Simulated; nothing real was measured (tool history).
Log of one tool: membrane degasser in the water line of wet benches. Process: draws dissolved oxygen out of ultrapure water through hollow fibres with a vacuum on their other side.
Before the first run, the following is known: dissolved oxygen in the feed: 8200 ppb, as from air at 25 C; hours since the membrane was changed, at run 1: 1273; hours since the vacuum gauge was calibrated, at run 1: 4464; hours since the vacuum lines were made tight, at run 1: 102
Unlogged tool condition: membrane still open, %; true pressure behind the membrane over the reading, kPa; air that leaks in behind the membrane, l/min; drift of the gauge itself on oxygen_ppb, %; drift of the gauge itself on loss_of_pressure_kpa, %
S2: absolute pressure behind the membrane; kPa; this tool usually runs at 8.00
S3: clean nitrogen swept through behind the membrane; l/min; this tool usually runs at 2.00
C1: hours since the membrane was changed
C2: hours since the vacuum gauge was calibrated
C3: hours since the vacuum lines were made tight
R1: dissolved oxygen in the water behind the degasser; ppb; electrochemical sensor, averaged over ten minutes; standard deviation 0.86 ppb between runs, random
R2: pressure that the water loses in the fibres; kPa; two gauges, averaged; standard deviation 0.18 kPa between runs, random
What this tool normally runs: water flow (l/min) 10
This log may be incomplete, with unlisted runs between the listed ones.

run 1 day=0.000 | water_flow_(l/min)=10 S2=8.00 S3=2.00 | C1=1273 C2=4464 C3=102 | R1=85.9 R2=31.54
run 2 day=1.000 | water_flow_(l/min)=15 S2=8.00 S3=2.00 | C1=1297 C2=4488 C3=126 | R1=203.1 R2=47.28
run 3 day=1.921 | water_flow_(l/min)=15 S2=8.00 S3=2.00 | C1=1319 C2=4510 C3=148 | R1=205.8 R2=47.42
-- day=2.517 vacuum gauge calibrated
run 4 day=3.300 | water_flow_(l/min)=12 S2=8.00 S3=2.00 | C1=1351 C2=19 C3=180 | R1=123.7 R2=37.94
run 5 day=5.383 | water_flow_(l/min)=12 S2=8.00 S3=2.00 | C1=1401 C2=69 C3=230 | R1=125.3 R2=38.24
run 6 day=6.671 | water_flow_(l/min)=12 S2=8.00 S3=2.00 | C1=1432 C2=100 C3=261 | R1=125.2 R2=37.76
run 7 day=7.758 | water_flow_(l/min)=12 S2=8.00 S3=2.00 | C1=1458 C2=126 C3=287 | R1=127.8 R2=38.03
run 8 day=9.421 | water_flow_(l/min)=12 S2=8.00 S3=2.00 | C1=1498 C2=166 C3=327 | R1=123.6 R2=37.90
run 9 day=11.208 | water_flow_(l/min)=12 S2=8.00 S3=2.00 | C1=1541 C2=209 C3=370 | R1=123.9 R2=38.10
-- day=12.067 vacuum gauge calibrated, once more
run 10 day=12.904 | water_flow_(l/min)=12 S2=8.00 S3=2.00 | C1=1581 C2=20 C3=410 | R1=124.5 R2=37.92
run 11 day=14.542 | water_flow_(l/min)=12 S2=8.00 S3=2.00 | C1=1621 C2=59 C3=450 | R1=121.1 R2=38.12
run 12 day=16.096 | water_flow_(l/min)=12 S2=8.00 S3=2.00 | C1=1658 C2=97 C3=487 | R1=122.1 R2=38.17
run 13 day=17.417 | water_flow_(l/min)=8 S2=8.00 S3=2.00 | C1=1690 C2=128 C3=519 | R1=55.6 R2=25.17
run 14 day=19.158 | water_flow_(l/min)=10 S2=8.00 S3=1.02 | C1=1731 C2=170 C3=560 | R1=135.4 R2=31.71
run 15 day=21.246 | water_flow_(l/min)=10 S2=8.00 S3=1.02 | C1=1782 C2=220 C3=610 | R1=134.8 R2=31.73
run 16 day=23.150 | water_flow_(l/min)=10 S2=8.00 S3=1.02 | C1=1827 C2=266 C3=656 | R1=136.4 R2=31.82
run 17 day=24.204 | water_flow_(l/min)=10 S2=13.81 S3=0.81 | C1=1853 C2=291 C3=681 | R1=319.8 R2=31.98

The next listed run, before its measurement:
run 18 day=25.942 | water_flow_(l/min)=10 S2=17.86 S3=2.00 | C1=1894 C2=333 C3=723 | R1=? R2=?

R1: 203.4 ppb
R2: 31.99 kPa
Were there no unlogged condition in the tool, this run, its random variation unchanged, would have produced R1 199.6 ppb, R2 31.46 kPa.

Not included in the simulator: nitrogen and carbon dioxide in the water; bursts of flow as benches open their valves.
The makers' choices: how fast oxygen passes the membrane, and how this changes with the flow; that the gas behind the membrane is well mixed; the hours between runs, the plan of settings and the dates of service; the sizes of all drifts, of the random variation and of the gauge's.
